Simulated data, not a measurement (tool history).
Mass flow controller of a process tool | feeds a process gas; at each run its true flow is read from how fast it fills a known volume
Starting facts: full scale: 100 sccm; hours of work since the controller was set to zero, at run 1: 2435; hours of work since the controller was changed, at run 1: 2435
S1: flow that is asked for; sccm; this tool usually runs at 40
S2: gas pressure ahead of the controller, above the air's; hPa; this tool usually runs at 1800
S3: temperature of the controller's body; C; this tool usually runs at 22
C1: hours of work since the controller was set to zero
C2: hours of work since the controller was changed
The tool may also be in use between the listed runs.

run 1 hour=0.0 | S1=40 S2=1800 S3=22 | C1=2435 C2=2435 | true_flow_(%)=99.22
run 2 hour=280.1 | S1=40 S2=1800 S3=22 | C1=2647 C2=2647 | true_flow_(%)=99.23
run 3 hour=568.3 | S1=40 S2=2100 S3=22 | C1=2866 C2=2866 | true_flow_(%)=99.12
run 4 hour=797.9 | S1=40 S2=2100 S3=22 | C1=3040 C2=3040 | true_flow_(%)=99.15
run 5 hour=1050.9 | S1=40 S2=2100 S3=22 | C1=3232 C2=3232 | true_flow_(%)=99.01
run 6 hour=1364.4 | S1=40 S2=2100 S3=37 | C1=3470 C2=3470 | true_flow_(%)=96.99

Run 7, settings as shown, results not yet in. Your forecast:
run 7 hour=1640.8 | S1=16 S2=2100 S3=37 | C1=3679 C2=3679 | true_flow_(%)=?

Run 7 produced true flow (%) 96.03.
Without the tool's hidden state the same run would have given true flow (%) 98.00.
